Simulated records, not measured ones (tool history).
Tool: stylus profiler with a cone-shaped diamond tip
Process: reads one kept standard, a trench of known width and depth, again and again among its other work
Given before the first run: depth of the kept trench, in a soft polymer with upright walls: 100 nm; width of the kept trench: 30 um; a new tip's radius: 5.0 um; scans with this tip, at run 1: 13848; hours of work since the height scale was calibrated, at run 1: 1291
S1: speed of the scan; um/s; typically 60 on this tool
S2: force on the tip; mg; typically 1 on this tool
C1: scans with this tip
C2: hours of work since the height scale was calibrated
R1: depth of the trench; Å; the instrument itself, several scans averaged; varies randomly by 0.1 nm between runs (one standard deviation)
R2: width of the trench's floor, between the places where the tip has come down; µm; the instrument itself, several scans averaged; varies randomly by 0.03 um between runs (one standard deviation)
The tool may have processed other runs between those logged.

run,day,S1,S2,C1,C2,R1,R2
1,0,60,1,13848,1291,1011.4,27.34
2,2.212,60,1,14209,1325,1010.7,27.42
3,5.233,60,1,14701,1371,1011.8,27.32
4,7.688,60,1,15101,1408,1010.9,27.35
5,10.471,60,1,15555,1450,1011.5,27.35
6,13.296,60,1,16015,1493,1011,27.24
7,15.671,60,1,16402,1529,1014.5,27.29
8,20.154,60,1,17132,1597,1012.6,27.28
9,22.875,60,1.86,17576,1639,1016.8,27.45
10,24.8,60,0.92,17889,1668,1012.3,27.26
11,27.171,60,0.99,18276,1704,1012.1,27.24
12,29.629,60,0.99,18677,1741,1012.6,27.25
13,32.062,60,1,19073,1778,1012.7,27.26
14,35.304,60,1.86,19601,1827,1016.4,27.31
15,39.125,60,1.86,20224,1886,1015.9,27.37
16,42.112,60,1,20711,1931,1013.2,27.18
# day 43.475: height scale calibrated on a step standard
17,45.738,70,1,21298,34,1005.9,27.15
18,49.196,60,1,21861,87,1007.4,27.21
19,53.088,60,1,22496,146,1006.8,27.2
20,57.229,60,1,23170,209,1007.7,27.17
21,59.217,60,1,23494,239,1007,27.2
22,62.508,60,0.61,24031,289,1005.7,27.04
23,64.496,60,0.61,24354,319,1005.9,27.06
24,68.579,60,0.61,25020,381,1006.8,27.09
25,70.946,28,0.96,25406,417,1009.9,27.42
26,75.238,18,2.2,26105,483,1012.7,27.58
27,78.504,18,2.2,26637,532,1012.6,27.49
28,81.925,78,1.39,27195,584,1009.6,27.05
29,86.271,30,0.38,27903,650,1004.8,27.19
30,90.854,30,0.38,28649,720,1005.9,27.2
31,93.771,36,0.36,29125,764,1006.4,27.12
32,98.471,36,0.36,29891,836,1006.6,27.11
33,101.304,18,1.77,30352,879,1012.8,27.51
34,105.371,60,0.97,31015,940,1009.1,27.08
35,108.479,127,1,31521,988,1010.5,26.57
36,111.508,127,1,32015,1034,1009.7,26.57
37,115.938,104,0.82,32736,1101,1009.5,26.65
38,119.258,88,0.69,33278,1151,1009.5,26.66
39,122.425,88,0.69,33794,1199,1008,26.7
40,126.029,88,0.69,34381,1254,1009.8,26.64
41,130.288,88,0.69,35075,1319,1010.3,26.66
42,134.571,24,0.63,35773,1384,1008.5,27.17
43,139.279,56,0.88,36540,1456,1009.1,26.99
44,143.429,56,0.88,37217,1519,1014.3,27.01
# day 146.429: new tip fitted, height scale calibrated
45,147.271,56,0.88,137,13,1005.6,27.51
46,150.571,95,0.42,675,63,1002.3,26.88
47,153.233,230,0.39,1109,103,1002.7,25.17

Some steps in R1, run to run, broken into two amounts with sign: the step expected even without the hidden condition (settings, incoming material, random variation), and the rest, left for the hidden condition together with whatever gauge scatter is not in both the measured and the hidden-condition-free result:
Hidden state present: radius of the tip, um; height scale over the true one, %; drift of the gauge itself on depth_nm, %; drift of the gauge itself on floor_um, %.
Run 7 -> 8: no setting touched and nothing written in the log between the runs. R1 -1.9 Å: hidden state +0.3, all else -2.2.
Run 16 -> 17: S1 60 -> 70, height scale calibrated on a step standard. R1 -7.3 Å: hidden state -7.6, all else +0.3.
Run 32 -> 33: S1 36 -> 18, S2 0.36 -> 1.77. R1 +6.2 Å: hidden state +0.3, all else +5.9.
Run 44 -> 45: new tip fitted, height scale calibrated. R1 -8.7 Å: hidden state -5.5, all else -3.2.
